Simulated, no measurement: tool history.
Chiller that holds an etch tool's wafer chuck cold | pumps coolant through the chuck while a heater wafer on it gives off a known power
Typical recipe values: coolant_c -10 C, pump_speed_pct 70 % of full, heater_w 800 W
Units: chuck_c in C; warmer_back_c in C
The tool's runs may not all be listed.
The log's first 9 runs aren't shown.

run	day	coolant_c	pump_speed_pct	heater_w	hours since the coolant was changed and the channels were flushed	hours since the pump was overhauled	hours since the chiller's thermometer was calibrated	chuck_c	warmer_back_c
10	55.108	-10	70	800	3590	5354	1075	0.1	2.69
11	62.796	-10	79	800	3774	5538	1260	-0.6	2.35
12	69.133	-10	79	800	3926	5690	1412	-0.3	2.35
13	76.658	-7	70	800	4107	5871	1592	3.3	2.69
14	84.629	-10	70	800	4298	6062	1784	0.2	2.7
15	88.375	-10	70	611	4388	6152	1874	-2.1	2.08
16	94.362	-10	76	611	4532	6296	2017	-2.5	1.88
17	100.129	-1	70	800	4670	6434	2156	9.3	2.73
18	105.388	-10	97	800	4797	6561	2282	-1.3	1.9
19	110.512	-7	84	800	4920	6683	2405	2.5	2.21
20	118	-2	70	800	5099	6863	2585	8.5	2.72
21	121.571	-2	70	800	5185	6949	2670	8.6	2.73
22	125.121	-16	86	800	5270	7034	2756	-6.6	2.18
23	133.404	-16	86	800	5469	7233	2954	-6.5	2.16
24	138.488	-5	83	1149	5591	7355	3076	8.7	3.22
25	143.842	-7	75	686	5719	7483	3205	1.8	2.17
26	149.967	-10	83	737	5866	7630	3352	-1.2	2.08
27	155.958	-11	69	958	6010	7774	3496	2.2	3.38
28	162.225	-11	69	958	6161	7925	3646	2	3.31
29	170.2	-10	70	547	6352	8116	3838	-2.9	1.88
30	174.304	-9	92	996	6451	8214	3936	2.8	2.52
31	179.45	-9	92	996	6574	8338	4059	2.6	2.52
32	183.567	-9	64	539	6673	8437	4158	-1.3	2.05

What if the next run were any one of these 3? Each begins from the tool's condition after run 32:
A	190.375	-11	63	1008	6836	8600	4322	?	?
B	190.375	-10	61	800	6836	8600	4322	?	?
C	190.375	-10	82	477	6836	8600	4322	?	?

run	chuck_c	warmer_back_c
A	3.8	3.95
B	1.7	3.23
C	-4.2	1.38
Without the tool's unlogged condition, the same runs would have read:
run	chuck_c	warmer_back_c
A	1.3	3.71
B	-0.2	3.03
C	-4.9	1.3

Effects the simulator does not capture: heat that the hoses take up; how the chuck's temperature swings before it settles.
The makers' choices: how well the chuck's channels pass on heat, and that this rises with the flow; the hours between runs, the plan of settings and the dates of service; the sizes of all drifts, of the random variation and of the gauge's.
